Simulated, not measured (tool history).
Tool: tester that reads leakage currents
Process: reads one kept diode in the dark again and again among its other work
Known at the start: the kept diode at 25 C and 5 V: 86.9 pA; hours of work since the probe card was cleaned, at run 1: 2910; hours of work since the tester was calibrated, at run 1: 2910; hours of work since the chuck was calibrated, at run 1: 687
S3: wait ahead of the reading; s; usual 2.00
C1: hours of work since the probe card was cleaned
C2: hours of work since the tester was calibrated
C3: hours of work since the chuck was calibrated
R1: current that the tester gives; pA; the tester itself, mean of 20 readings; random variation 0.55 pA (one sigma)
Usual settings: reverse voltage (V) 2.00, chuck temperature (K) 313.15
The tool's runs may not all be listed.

run 1 hour=0.0 | reverse_voltage_(V)=2.00 chuck_temperature_(K)=313.15 S3=2.00 | C1=2910 C2=2910 C3=687 | R1=177.72
run 2 hour=184.8 | reverse_voltage_(V)=2.00 chuck_temperature_(K)=313.15 S3=2.00 | C1=2996 C2=2996 C3=774 | R1=174.64
run 3 hour=460.6 | reverse_voltage_(V)=2.00 chuck_temperature_(K)=313.15 S3=2.00 | C1=3125 C2=3125 C3=903 | R1=174.58
-- hour=716.4 tester calibrated
run 4 hour=726.3 | reverse_voltage_(V)=2.00 chuck_temperature_(K)=313.15 S3=2.00 | C1=3249 C2=5 C3=1026 | R1=177.06
-- hour=752.6 probe card cleaned and baked
run 5 hour=864.9 | reverse_voltage_(V)=2.00 chuck_temperature_(K)=313.15 S3=2.00 | C1=53 C2=68 C3=1089 | R1=170.38
run 6 hour=1008.2 | reverse_voltage_(V)=2.00 chuck_temperature_(K)=313.15 S3=2.00 | C1=120 C2=135 C3=1156 | R1=170.67
run 7 hour=1199.5 | reverse_voltage_(V)=2.00 chuck_temperature_(K)=313.15 S3=2.00 | C1=209 C2=225 C3=1246 | R1=168.73
run 8 hour=1490.5 | reverse_voltage_(V)=2.00 chuck_temperature_(K)=313.15 S3=2.00 | C1=345 C2=361 C3=1382 | R1=167.95
run 9 hour=1714.8 | reverse_voltage_(V)=2.00 chuck_temperature_(K)=313.15 S3=2.00 | C1=450 C2=466 C3=1487 | R1=166.76
run 10 hour=2001.9 | reverse_voltage_(V)=2.00 chuck_temperature_(K)=313.15 S3=2.00 | C1=584 C2=600 C3=1621 | R1=167.13
run 11 hour=2288.7 | reverse_voltage_(V)=3.83 chuck_temperature_(K)=313.15 S3=2.00 | C1=719 C2=734 C3=1755 | R1=235.13
-- hour=2312.6 chuck's temperature calibrated
run 12 hour=2425.6 | reverse_voltage_(V)=2.00 chuck_temperature_(K)=313.15 S3=0.96 | C1=782 C2=797 C3=53 | R1=162.47
run 13 hour=2632.1 | reverse_voltage_(V)=2.00 chuck_temperature_(K)=313.15 S3=0.96 | C1=878 C2=894 C3=149 | R1=161.53
run 14 hour=2846.8 | reverse_voltage_(V)=5.57 chuck_temperature_(K)=313.15 S3=0.96 | C1=979 C2=994 C3=250 | R1=280.83
run 15 hour=2975.6 | reverse_voltage_(V)=5.57 chuck_temperature_(K)=300.15 S3=0.96 | C1=1039 C2=1055 C3=310 | R1=100.32
run 16 hour=3224.3 | reverse_voltage_(V)=5.57 chuck_temperature_(K)=300.15 S3=0.96 | C1=1155 C2=1171 C3=427 | R1=101.13
run 17 hour=3510.2 | reverse_voltage_(V)=1.32 chuck_temperature_(K)=300.15 S3=0.96 | C1=1289 C2=1305 C3=560 | R1=44.28
run 18 hour=3723.2 | reverse_voltage_(V)=1.32 chuck_temperature_(K)=300.15 S3=0.96 | C1=1389 C2=1404 C3=660 | R1=43.99
-- hour=3795.5 chuck's temperature calibrated, once more
run 19 hour=4022.0 | reverse_voltage_(V)=2.00 chuck_temperature_(K)=307.15 S3=2.00 | C1=1528 C2=1543 C3=106 | R1=112.77
run 20 hour=4293.1 | reverse_voltage_(V)=2.00 chuck_temperature_(K)=307.15 S3=2.00 | C1=1654 C2=1670 C3=233 | R1=112.27
run 21 hour=4474.4 | reverse_voltage_(V)=19.86 chuck_temperature_(K)=313.15 S3=0.79 | C1=1739 C2=1755 C3=318 | R1=643.20
run 22 hour=4677.1 | reverse_voltage_(V)=19.86 chuck_temperature_(K)=313.15 S3=0.79 | C1=1834 C2=1850 C3=412 | R1=639.33
run 23 hour=4849.4 | reverse_voltage_(V)=9.42 chuck_temperature_(K)=313.15 S3=0.41 | C1=1915 C2=1930 C3=493 | R1=420.23
run 24 hour=5110.9 | reverse_voltage_(V)=2.00 chuck_temperature_(K)=294.15 S3=2.97 | C1=2037 C2=2053 C3=615 | R1=38.77
run 25 hour=5376.4 | reverse_voltage_(V)=2.67 chuck_temperature_(K)=302.15 S3=2.46 | C1=2161 C2=2177 C3=740 | R1=86.75
run 26 hour=5552.1 | reverse_voltage_(V)=1.56 chuck_temperature_(K)=304.15 S3=8.25 | C1=2243 C2=2259 C3=822 | R1=74.73
run 27 hour=5836.9 | reverse_voltage_(V)=1.56 chuck_temperature_(K)=304.15 S3=8.25 | C1=2377 C2=2392 C3=955 | R1=74.30
run 28 hour=6122.6 | reverse_voltage_(V)=2.00 chuck_temperature_(K)=301.15 S3=2.00 | C1=2510 C2=2526 C3=1089 | R1=66.96
run 29 hour=6270.6 | reverse_voltage_(V)=6.42 chuck_temperature_(K)=318.15 S3=0.83 | C1=2580 C2=2595 C3=1158 | R1=476.82
run 30 hour=6438.0 | reverse_voltage_(V)=13.76 chuck_temperature_(K)=318.15 S3=0.50 | C1=2658 C2=2673 C3=1236 | R1=729.52
run 31 hour=6609.1 | reverse_voltage_(V)=13.76 chuck_temperature_(K)=318.15 S3=0.50 | C1=2738 C2=2753 C3=1316 | R1=731.73
run 32 hour=6741.5 | reverse_voltage_(V)=13.76 chuck_temperature_(K)=318.15 S3=0.50 | C1=2800 C2=2815 C3=1378 | R1=725.88
run 33 hour=7011.5 | reverse_voltage_(V)=8.65 chuck_temperature_(K)=302.15 S3=2.44 | C1=2926 C2=2942 C3=1505 | R1=168.66
run 34 hour=7166.7 | reverse_voltage_(V)=2.00 chuck_temperature_(K)=313.15 S3=1.50 | C1=2999 C2=3014 C3=1577 | R1=167.57
run 35 hour=7439.7 | reverse_voltage_(V)=13.63 chuck_temperature_(K)=305.15 S3=5.12 | C1=3127 C2=3142 C3=1705 | R1=276.36
-- hour=7581.0 chuck's temperature calibrated
run 36 hour=7622.7 | reverse_voltage_(V)=13.63 chuck_temperature_(K)=305.15 S3=5.12 | C1=3211 C2=3227 C3=19 | R1=300.16
-- hour=7660.9 tester calibrated
-- hour=7741.5 probe card cleaned and baked
run 37 hour=7906.6 | reverse_voltage_(V)=13.63 chuck_temperature_(K)=305.15 S3=5.12 | C1=77 C2=114 C3=150 | R1=267.81
run 38 hour=8116.9 | reverse_voltage_(V)=2.01 chuck_temperature_(K)=295.15 S3=2.00 | C1=176 C2=212 C3=248 | R1=40.58

Forecast each of these 3 alternatives for the next run:
run A hour=8341.8 | reverse_voltage_(V)=1.03 chuck_temperature_(K)=296.15 S3=2.49 | C1=281 C2=317 C3=354 | R1=?
run B hour=8341.8 | reverse_voltage_(V)=1.98 chuck_temperature_(K)=302.15 S3=1.33 | C1=281 C2=317 C3=354 | R1=?
run C hour=8341.8 | reverse_voltage_(V)=2.00 chuck_temperature_(K)=298.15 S3=2.00 | C1=281 C2=317 C3=354 | R1=?

run=A R1=30.41
run=B R1=73.07
run=C R1=51.86
Without the tool's hidden state the same runs would have given:
run=A R1=30.95
run=B R1=74.41
run=C R1=52.69
